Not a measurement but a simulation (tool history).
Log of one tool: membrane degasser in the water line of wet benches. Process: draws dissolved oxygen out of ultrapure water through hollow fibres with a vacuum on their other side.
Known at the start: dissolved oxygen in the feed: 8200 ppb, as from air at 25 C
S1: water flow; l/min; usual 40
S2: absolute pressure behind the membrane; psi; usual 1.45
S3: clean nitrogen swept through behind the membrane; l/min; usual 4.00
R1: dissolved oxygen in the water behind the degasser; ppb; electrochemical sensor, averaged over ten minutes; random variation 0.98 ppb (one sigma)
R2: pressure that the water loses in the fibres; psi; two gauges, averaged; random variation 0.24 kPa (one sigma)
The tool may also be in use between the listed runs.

run 1 hour=0.0 | S1=40 S2=1.45 S3=4.00 | R1=162.2 R2=9.172
run 2 hour=102.2 | S1=40 S2=1.45 S3=2.10 | R1=284.7 R2=9.194
run 3 hour=235.0 | S1=40 S2=1.12 S3=4.00 | R1=112.1 R2=9.194
run 4 hour=331.1 | S1=40 S2=1.12 S3=4.00 | R1=112.8 R2=9.081
run 5 hour=427.9 | S1=40 S2=1.12 S3=4.00 | R1=112.5 R2=9.107
run 6 hour=547.7 | S1=40 S2=1.12 S3=5.22 | R1=90.8 R2=9.146
run 7 hour=654.4 | S1=40 S2=3.45 S3=4.00 | R1=466.8 R2=9.208
run 8 hour=772.2 | S1=40 S2=3.45 S3=4.00 | R1=467.5 R2=9.129
run 9 hour=903.2 | S1=40 S2=2.25 S3=4.00 | R1=289.2 R2=9.061
run 10 hour=1026.4 | S1=40 S2=2.10 S3=4.00 | R1=266.7 R2=9.163
run 11 hour=1103.1 | S1=40 S2=2.10 S3=4.00 | R1=264.4 R2=9.103
run 12 hour=1255.6 | S1=40 S2=2.10 S3=11.11 | R1=106.6 R2=9.088
run 13 hour=1394.4 | S1=40 S2=1.45 S3=4.00 | R1=165.2 R2=9.061
run 14 hour=1492.1 | S1=40 S2=1.45 S3=4.00 | R1=167.2 R2=9.127
run 15 hour=1648.5 | S1=40 S2=0.87 S3=4.00 | R1=73.5 R2=9.059
run 16 hour=1732.0 | S1=40 S2=1.45 S3=4.00 | R1=164.1 R2=9.088
run 17 hour=1883.0 | S1=29 S2=1.38 S3=6.89 | R1=65.6 R2=6.559
run 18 hour=1989.8 | S1=29 S2=1.38 S3=6.89 | R1=65.6 R2=6.627
run 19 hour=2138.4 | S1=44 S2=1.61 S3=8.83 | R1=107.6 R2=10.000
run 20 hour=2292.2 | S1=26 S2=1.07 S3=4.00 | R1=66.1 R2=5.874
run 21 hour=2388.8 | S1=32 S2=1.07 S3=7.10 | R1=48.0 R2=7.230
run 22 hour=2456.6 | S1=38 S2=2.84 S3=4.00 | R1=359.3 R2=8.624
run 23 hour=2572.9 | S1=61 S2=1.99 S3=3.69 | R1=428.9 R2=13.812
run 24 hour=2684.8 | S1=60 S2=1.45 S3=4.00 | R1=278.5 R2=13.551
run 25 hour=2768.3 | S1=60 S2=1.45 S3=4.00 | R1=279.5 R2=13.471
run 26 hour=2923.5 | S1=39 S2=1.45 S3=7.83 | R1=88.1 R2=8.805
run 27 hour=3063.4 | S1=29 S2=2.70 S3=4.00 | R1=259.7 R2=6.556
run 28 hour=3218.6 | S1=36 S2=2.48 S3=4.00 | R1=288.9 R2=8.082
run 29 hour=3346.9 | S1=43 S2=1.26 S3=3.35 | R1=174.0 R2=9.712
run 30 hour=3450.2 | S1=43 S2=1.26 S3=3.35 | R1=172.5 R2=9.696
run 31 hour=3550.5 | S1=43 S2=1.33 S3=3.35 | R1=184.4 R2=9.660
run 32 hour=3716.1 | S1=43 S2=1.33 S3=3.35 | R1=184.8 R2=9.691

Not shown: 2 entries that the log had between the listed runs. Between which runs, and how does the tool's hidden state differ before and after?
Between runs 23 and 24: vacuum gauge calibrated (hour 2580.4)
  drift of the gauge itself on loss_of_pressure_kpa, %: -1.57 -> -1.64
  measured less the result without the state, R2: -0.212 -> -0.218 psi
Between runs 25 and 26: seals of the vacuum lines changed (hour 2843.1)
  air that leaks in behind the membrane, l/min: 0.0022 -> 0.002; drift of the gauge itself on loss_of_pressure_kpa, %: -1.69 -> -1.79
  measured less the result without the state, R2: -0.223 -> -0.155 psi
